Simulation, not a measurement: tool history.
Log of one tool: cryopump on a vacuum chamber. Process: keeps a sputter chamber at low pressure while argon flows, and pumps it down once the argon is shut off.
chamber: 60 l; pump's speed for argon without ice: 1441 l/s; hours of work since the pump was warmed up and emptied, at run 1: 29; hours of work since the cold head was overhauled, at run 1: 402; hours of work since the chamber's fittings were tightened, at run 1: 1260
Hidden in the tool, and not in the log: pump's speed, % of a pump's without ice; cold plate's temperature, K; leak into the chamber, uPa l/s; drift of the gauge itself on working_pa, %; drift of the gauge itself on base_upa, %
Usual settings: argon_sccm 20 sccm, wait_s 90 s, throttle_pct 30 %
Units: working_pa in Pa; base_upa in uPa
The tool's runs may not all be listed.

| run | hour | argon_sccm | wait_s | throttle_pct | hours of work since the pump was warmed up and emptied | hours of work since the cold head was overhauled | hours of work since the chamber's fittings were tightened | working_pa | base_upa |
|---|---|---|---|---|---|---|---|---|---|
| 1 | 0.0 | 20 | 90 | 30 | 29 | 402 | 1260 | 0.0788 | 1.86 |
| 2 | 11.3 | 20 | 90 | 30 | 38 | 411 | 1270 | 0.0797 | 1.86 |
| 3 | 19.1 | 20 | 90 | 30 | 44 | 418 | 1276 | 0.0798 | 1.89 |
| 4 | 27.8 | 20 | 90 | 30 | 51 | 425 | 1283 | 0.0793 | 1.84 |
| 5 | 42.8 | 20 | 90 | 30 | 63 | 437 | 1295 | 0.0794 | 1.92 |
| 6 | 51.6 | 20 | 90 | 30 | 71 | 444 | 1303 | 0.0798 | 1.95 |
| 7 | 63.8 | 20 | 67 | 30 | 81 | 454 | 1313 | 0.0813 | 2.19 |
| 8 | 77.9 | 20 | 67 | 30 | 92 | 466 | 1324 | 0.0812 | 2.25 |
| 9 | 86.8 | 20 | 67 | 30 | 99 | 473 | 1331 | 0.0806 | 2.27 |
| 10 | 95.4 | 20 | 90 | 33 | 106 | 480 | 1338 | 0.0731 | 2.02 |
| 11 | 110.3 | 20 | 88 | 33 | 119 | 492 | 1350 | 0.0746 | 2.06 |
| 12 | 122.3 | 20 | 88 | 33 | 128 | 502 | 1360 | 0.0744 | 2.10 |
| 13 | 135.5 | 20 | 88 | 33 | 139 | 513 | 1371 | 0.0743 | 2.13 |
| 14 | 150.4 | 20 | 90 | 30 | 151 | 525 | 1383 | 0.0823 | 2.09 |
| 15 | 163.8 | 26 | 90 | 30 | 162 | 536 | 1394 | 0.1074 | 2.11 |
| 16 | 177.3 | 20 | 145 | 30 | 173 | 547 | 1405 | 0.0822 | 1.91 |
| 17 | 185.3 | 20 | 145 | 30 | 180 | 554 | 1412 | 0.0824 | 1.84 |
| 18 | 197.2 | 39 | 283 | 30 | 189 | 563 | 1421 | 0.1615 | 1.71 |
| 19 | 208.3 | 39 | 283 | 30 | 199 | 572 | 1430 | 0.1619 | 1.76 |
| 20 | 217.1 | 39 | 283 | 30 | 206 | 579 | 1438 | 0.1620 | 1.66 |
| 21 | 227.7 | 39 | 283 | 30 | 214 | 588 | 1446 | 0.1642 | 1.79 |
| 22 | 240.8 | 18 | 283 | 47 | 225 | 599 | 1457 | 0.0502 | 1.83 |
| 23 | 256.1 | 20 | 24 | 15 | 238 | 611 | 1469 | 0.1618 | 4.08 |
| 24 | 266.0 | 36 | 289 | 43 | 246 | 619 | 1478 | 0.1092 | 1.82 |
| 25 | 275.8 | 32 | 32 | 35 | 254 | 627 | 1486 | 0.1174 | 3.47 |
| 26 | 291.9 | 8 | 90 | 43 | 267 | 641 | 1499 | 0.0238 | 2.39 |
| 27 | 307.8 | 8 | 225 | 43 | 280 | 653 | 1512 | 0.0257 | 2.01 |
| 28 | 317.1 | 8 | 53 | 43 | 287 | 661 | 1519 | 0.0243 | 2.80 |
| 29 | 329.1 | 8 | 53 | 17 | 297 | 671 | 1529 | 0.0581 | 2.95 |
| 30 | 338.8 | 16 | 97 | 20 | 305 | 679 | 1537 | 0.0999 | 2.42 |
| 31 | 348.5 | 16 | 97 | 20 | 313 | 687 | 1545 | 0.1011 | 2.46 |

Run 32 comes next. What will it give?
| 32 | 360.0 | 16 | 97 | 45 | 322 | 696 | 1554 | ? | ? |

working_pa: 0.0486 Pa
base_upa: 2.41 uPa
Without the tool's hidden state the same run would have given working_pa 0.0418 Pa, base_upa 0.79 uPa.
